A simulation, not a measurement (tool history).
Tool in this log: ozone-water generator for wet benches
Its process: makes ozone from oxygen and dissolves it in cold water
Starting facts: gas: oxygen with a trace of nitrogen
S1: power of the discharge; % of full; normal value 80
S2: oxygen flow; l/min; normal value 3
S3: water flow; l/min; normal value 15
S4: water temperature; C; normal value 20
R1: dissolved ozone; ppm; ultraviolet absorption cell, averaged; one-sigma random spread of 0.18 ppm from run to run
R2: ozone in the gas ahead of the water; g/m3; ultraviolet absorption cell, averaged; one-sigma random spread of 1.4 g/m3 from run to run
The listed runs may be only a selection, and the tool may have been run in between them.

run,hour,S1,S2,S3,S4,R1,R2
1,0,80,3,15,20,25.3,266.7
2,115.8,80,3.56,15,20,25.9,249.8
3,219,80,3.56,15,27,23.5,248.5
4,393.1,80,3.56,15,27,23,247.5
5,490.6,80,3,15,20,25.2,264.4
6,646,80,3,15,20,25.4,263.6
7,858.7,53,3,15,20,19.4,202.4
8,954.9,53,3,15,20,19.8,203
9,1108.5,53,3,15,20,19.2,203.3
10,1294.7,53,3,15,18,19.8,203.6
11,1406,80,3,15,14,27.1,262.1
12,1603.6,80,3,15,14,27.1,260.2
13,1812.3,80,3,15,14,26.9,256.7
# hour 1956.8: gauge calibrated
14,1990,80,3,15,14,27.3,266
15,2086.6,80,3,15,15,26.8,264.1
16,2294.6,80,2.31,15,20,24.1,295.5
# hour 2374.3: water thermometer calibrated
17,2449.9,80,2.31,15,20,23.5,297
18,2592.4,80,1.82,10,20,32.3,325
19,2748.4,80,1.82,10,20,31.9,324.6
20,2869.8,80,1.82,10,20,32.2,324.8
21,3005.9,45,1.82,10,21,22.1,224.5
22,3107.3,45,1.82,10,21,22.2,224.8
23,3310.1,45,1.82,10,21,22,226.7
24,3500.3,48,5.12,10,21,24.9,151.4
25,3611.5,70,5.12,11,21,29.7,192
26,3721,70,5.12,11,21,29.7,191.9
27,3847,80,3.78,10,20,34.9,234.8
28,3954,56,4.4,10,20,28.1,175.5
29,4044.1,56,4.4,10,20,28,174
30,4190.9,79,4.4,10,20,34.8,215.6
# hour 4208.7: contactor cleaned
31,4318,79,4.4,10,20,35,218.3
32,4480.5,56,4.4,10,20,27.8,174.9
33,4566,54,3,21,18,14.5,199.3
34,4747.6,54,3,21,18,14.6,199

Each row is a separate what-if for the run after 34, all from the same tool condition, not one after another. Results?
A,4878.7,55,3,21,12,?,?
B,4878.7,73,3,12,20,?,?
C,4878.7,54,3,20,13,?,?

run,R1,R2
A,15.8,199.8
B,28.9,240.8
C,15.9,200.1
Had the tool no hidden state, the same runs would have come out as:
run,R1,R2
A,15.8,209.2
B,29,252.2
C,15.9,209.5

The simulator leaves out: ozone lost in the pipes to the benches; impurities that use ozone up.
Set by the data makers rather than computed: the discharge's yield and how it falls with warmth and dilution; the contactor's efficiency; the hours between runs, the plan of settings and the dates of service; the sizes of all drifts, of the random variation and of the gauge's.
